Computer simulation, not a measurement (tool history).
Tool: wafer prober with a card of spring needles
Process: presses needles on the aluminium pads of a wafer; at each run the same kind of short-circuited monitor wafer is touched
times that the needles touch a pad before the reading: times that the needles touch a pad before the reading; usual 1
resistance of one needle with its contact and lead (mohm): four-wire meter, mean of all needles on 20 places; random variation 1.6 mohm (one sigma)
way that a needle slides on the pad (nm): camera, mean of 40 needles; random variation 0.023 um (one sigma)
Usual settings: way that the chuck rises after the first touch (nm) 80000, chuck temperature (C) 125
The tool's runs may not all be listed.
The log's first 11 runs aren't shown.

| run | hour | way that the chuck rises after the first touch (nm) | chuck temperature (C) | times that the needles touch a pad before the reading | resistance of one needle with its contact and lead (mohm) | way that a needle slides on the pad (nm) |
|---|---|---|---|---|---|---|
|  | 356.8 | tips cleaned on abrasive film |
| 12 | 382.2 | 80000 | 125 | 1 | 180 | 11840 |
|  | 386.8 | tips cleaned on abrasive film |
|  | 416.5 | tips cleaned on abrasive film |
| 13 | 429.8 | 80000 | 125 | 1 | 176 | 11820 |
|  | 448.7 | tips cleaned on abrasive film |
| 14 | 456 | 80000 | 125 | 1 | 168 | 11830 |
|  | 477.8 | tips cleaned on abrasive film |
| 15 | 487.6 | 80000 | 125 | 1 | 174 | 11850 |
|  | 506.7 | tips cleaned on abrasive film |
|  | 536.3 | tips cleaned on abrasive film |
| 16 | 536.3 | 68000 | 125 | 1 | 158 | 9980 |
|  | 567.8 | tips cleaned on abrasive film |
| 17 | 588 | 80000 | 125 | 2 | 168 | 11790 |
|  | 600.3 | tips cleaned on abrasive film |
| 18 | 617.8 | 80000 | 125 | 2 | 171 | 11730 |
|  | 629.9 | tips cleaned on abrasive film |
| 19 | 642.7 | 80000 | 47 | 2 | 157 | 11750 |
|  | 659.3 | tips cleaned on abrasive film |
| 20 | 665.8 | 80000 | 47 | 2 | 152 | 11710 |
|  | 689.1 | tips cleaned on abrasive film |
| 21 | 690.2 | 80000 | 47 | 2 | 148 | 11690 |
|  | 719.3 | tips cleaned on abrasive film |
| 22 | 732.9 | 74000 | 47 | 1 | 168 | 10740 |
|  | 748.7 | tips cleaned on abrasive film |
| 23 | 757.2 | 70000 | 103 | 1 | 179 | 10160 |
|  | 778.9 | tips cleaned on abrasive film |
| 24 | 797.2 | 68000 | 103 | 2 | 173 | 9860 |
|  | 808.7 | tips cleaned on abrasive film |
| 25 | 831.4 | 80000 | 125 | 1 | 180 | 11680 |
|  | 841.8 | tips cleaned on abrasive film |
| 26 | 859.5 | 70000 | 125 | 2 | 178 | 10160 |
|  | 871.3 | tips cleaned on abrasive film |
|  | 903.6 | tips cleaned on abrasive film |
| 27 | 910 | 70000 | 125 | 1 | 174 | 10140 |
|  | 933.9 | tips cleaned on abrasive film |
| 28 | 960.6 | 63000 | 76 | 2 | 177 | 9070 |
|  | 965.6 | tips cleaned on abrasive film |
|  | 996.6 | tips cleaned on abrasive film |
| 29 | 1001.6 | 61000 | 60 | 2 | 162 | 8720 |
|  | 1025.5 | tips cleaned on abrasive film |
| 30 | 1027.6 | 61000 | 60 | 2 | 161 | 8710 |
|  | 1057.1 | tips cleaned on abrasive film |
| 31 | 1057.9 | 61000 | 60 | 2 | 153 | 8710 |

3 ways to go on from here, each from the tool as it stands after run 31. What would each give?
|  | 1088.6 | tips cleaned on abrasive film |
| A | 1101 | 68000 | 97 | 1 | ? | ? |
|  | 1088.6 | tips cleaned on abrasive film |
| B | 1101 | 61000 | 26 | 2 | ? | ? |
|  | 1088.6 | tips cleaned on abrasive film |
| C | 1101 | 95000 | 50 | 1 | ? | ? |

| run | resistance of one needle with its contact and lead (mohm) | way that a needle slides on the pad (nm) |
|---|---|---|
| A | 182 | 9710 |
| B | 164 | 8710 |
| C | 158 | 13750 |
Without the tool's hidden state the same runs would have given:
| run | resistance of one needle with its contact and lead (mohm) | way that a needle slides on the pad (nm) |
|---|---|---|
| A | 150 | 10120 |
| B | 138 | 9130 |
| C | 138 | 14160 |
